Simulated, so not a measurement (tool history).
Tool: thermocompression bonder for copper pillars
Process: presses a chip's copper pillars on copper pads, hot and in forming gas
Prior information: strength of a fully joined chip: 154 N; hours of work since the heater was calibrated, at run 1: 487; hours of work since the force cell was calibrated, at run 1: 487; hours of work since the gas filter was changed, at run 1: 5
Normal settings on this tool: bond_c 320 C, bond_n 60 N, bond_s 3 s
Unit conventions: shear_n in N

| run | hour | bond_c | bond_n | bond_s | hours of work since the heater was calibrated | hours of work since the force cell was calibrated | hours of work since the gas filter was changed | shear_n |
|---|---|---|---|---|---|---|---|---|
| 1 | 0.0 | 320 | 60 | 3 | 487 | 487 | 5 | 73.5 |
| 2 | 34.9 | 320 | 60 | 3 | 508 | 508 | 26 | 73.8 |
| 3 | 94.1 | 309 | 60 | 3 | 544 | 544 | 62 | 64.5 |
| 4 | 140.9 | 309 | 60 | 3 | 572 | 572 | 91 | 63.5 |
| 5 | 194.7 | 309 | 40 | 3 | 605 | 605 | 124 | 47.0 |
|  | 212.9 | forming gas filter changed |
| 6 | 221.7 | 309 | 40 | 3 | 621 | 621 | 5 | 50.9 |
| 7 | 267.9 | 320 | 60 | 3 | 649 | 649 | 33 | 76.5 |
| 8 | 310.3 | 320 | 60 | 3 | 675 | 675 | 59 | 74.8 |
| 9 | 340.4 | 320 | 60 | 3 | 693 | 693 | 78 | 72.6 |
| 10 | 387.6 | 320 | 60 | 3 | 722 | 722 | 106 | 71.1 |
| 11 | 414.2 | 333 | 60 | 3 | 738 | 738 | 123 | 79.9 |
|  | 432.7 | forming gas filter changed |
| 12 | 449.2 | 333 | 60 | 3 | 759 | 759 | 10 | 87.3 |
| 13 | 496.0 | 320 | 60 | 3 | 788 | 788 | 39 | 75.8 |
| 14 | 534.7 | 320 | 58 | 3 | 811 | 811 | 62 | 73.6 |
|  | 554.6 | heater calibrated with a thermocouple chip |
| 15 | 582.5 | 320 | 60 | 3 | 17 | 839 | 90 | 66.0 |
|  | 589.6 | force cell calibrated |
| 16 | 635.3 | 320 | 60 | 3 | 48 | 28 | 121 | 62.8 |
|  | 656.3 | forming gas filter changed |
| 17 | 693.8 | 320 | 60 | 3 | 84 | 63 | 23 | 69.1 |
| 18 | 729.6 | 320 | 60 | 3 | 105 | 85 | 45 | 67.4 |
| 19 | 761.5 | 320 | 60 | 3 | 125 | 104 | 64 | 66.6 |
| 20 | 788.6 | 291 | 41 | 3 | 141 | 121 | 81 | 35.0 |
| 21 | 836.1 | 291 | 41 | 3 | 170 | 150 | 109 | 34.5 |
|  | 876.2 | forming gas filter changed |
| 22 | 881.3 | 291 | 41 | 3 | 197 | 177 | 3 | 37.0 |
| 23 | 927.0 | 340 | 60 | 4 | 225 | 205 | 31 | 91.8 |
| 24 | 982.3 | 341 | 67 | 3 | 259 | 238 | 65 | 89.0 |
| 25 | 1020.1 | 341 | 67 | 7 | 282 | 261 | 88 | 105.8 |
| 26 | 1059.3 | 329 | 66 | 3 | 306 | 285 | 111 | 76.1 |
|  | 1096.4 | forming gas filter changed |
| 27 | 1120.9 | 294 | 42 | 3 | 343 | 323 | 15 | 41.3 |
| 28 | 1176.6 | 324 | 69 | 3 | 377 | 356 | 49 | 77.7 |
| 29 | 1235.1 | 320 | 38 | 5 | 412 | 392 | 84 | 63.8 |
| 30 | 1296.2 | 311 | 60 | 3 | 450 | 429 | 122 | 60.3 |
|  | 1316.7 | forming gas filter changed |
| 31 | 1329.6 | 294 | 43 | 3 | 470 | 449 | 8 | 43.5 |
| 32 | 1383.8 | 299 | 43 | 2 | 503 | 482 | 41 | 37.4 |
| 33 | 1429.1 | 344 | 64 | 2 | 530 | 510 | 68 | 80.4 |
| 34 | 1489.0 | 320 | 49 | 4 | 567 | 546 | 105 | 67.6 |
|  | 1538.3 | forming gas filter changed |
| 35 | 1538.3 | 320 | 60 | 5 | 596 | 576 | 0 | 88.7 |
| 36 | 1571.0 | 320 | 60 | 5 | 616 | 596 | 20 | 88.0 |
| 37 | 1606.6 | 320 | 38 | 5 | 638 | 618 | 42 | 67.1 |
| 38 | 1643.7 | 320 | 38 | 5 | 661 | 640 | 64 | 65.8 |

Each row is a separate what-if for the run after 38, all from the same tool condition, not one after another. Results?
| A | 1670.7 | 328 | 57 | 2 | 677 | 657 | 81 | ? |
| B | 1670.7 | 337 | 68 | 6 | 677 | 657 | 81 | ? |
| C | 1670.7 | 302 | 54 | 3 | 677 | 657 | 81 | ? |
| D | 1670.7 | 320 | 56 | 3 | 677 | 657 | 81 | ? |

| run | shear_n |
|---|---|
| A | 63.7 |
| B | 106.2 |
| C | 56.0 |
| D | 68.9 |
With the hidden condition removed and each run's random variation left untouched, the same runs would have given:
| run | shear_n |
|---|---|
| A | 59.1 |
| B | 103.2 |
| C | 51.1 |
| D | 64.0 |
